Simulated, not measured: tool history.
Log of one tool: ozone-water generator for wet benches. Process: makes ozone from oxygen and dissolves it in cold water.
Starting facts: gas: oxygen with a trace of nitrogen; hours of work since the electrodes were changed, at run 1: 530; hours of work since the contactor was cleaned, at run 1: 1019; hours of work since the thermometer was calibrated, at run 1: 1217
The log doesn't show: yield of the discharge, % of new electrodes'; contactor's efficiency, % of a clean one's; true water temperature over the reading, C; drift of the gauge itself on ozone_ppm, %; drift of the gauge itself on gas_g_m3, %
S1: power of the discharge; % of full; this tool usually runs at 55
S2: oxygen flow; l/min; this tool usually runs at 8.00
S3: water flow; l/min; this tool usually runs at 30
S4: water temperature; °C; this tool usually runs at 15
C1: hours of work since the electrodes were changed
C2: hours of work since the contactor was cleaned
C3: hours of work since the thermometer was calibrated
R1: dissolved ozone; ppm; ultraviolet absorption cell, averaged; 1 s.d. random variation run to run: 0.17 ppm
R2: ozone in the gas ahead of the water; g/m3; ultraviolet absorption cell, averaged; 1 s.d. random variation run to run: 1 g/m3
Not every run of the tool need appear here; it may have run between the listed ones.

run,hour,S1,S2,S3,S4,C1,C2,C3,R1,R2
1,0.0,55,8.00,30,15,530,1019,1217,21.9,178.0
2,61.0,55,8.00,30,15,568,1057,1255,21.9,177.5
3,192.7,55,8.00,30,15,649,1138,1336,21.9,178.2
4,253.6,55,8.00,41,15,686,1176,1373,17.0,177.8
5,320.9,72,8.00,30,15,728,1217,1415,25.4,209.4
6,411.4,72,13.15,30,15,784,1273,1470,25.7,162.6
7,483.5,56,8.00,30,15,828,1317,1515,22.1,178.3
8,608.3,56,8.00,30,15,905,1394,1592,21.9,178.0
9,715.8,56,8.00,18,15,971,1460,1658,30.3,178.6
10,824.9,56,8.00,18,15,1038,1527,1725,30.3,179.0
11,924.0,56,8.00,18,15,1099,1588,1786,30.4,177.7
12,1015.0,56,8.00,18,15,1155,1644,1842,30.5,178.7
13,1152.1,55,8.00,30,17,1240,1729,1926,20.9,177.0
14,1246.9,55,7.72,40,9,1298,1787,1985,18.0,177.9
15,1353.2,55,4.37,40,9,1363,1853,2050,15.6,235.9
16,1483.2,54,8.00,20,17,1444,1933,2130,26.8,174.2

For run 17, what comes out?
17,1552.5,55,4.49,30,8,1486,1976,2173,?,?

Run 17 produced R1 21.3 ppm, R2 234.4 g/m3.
Were there no unlogged condition in the tool, this run, its random variation unchanged, would have produced R1 22.1 ppm, R2 239.5 g/m3.
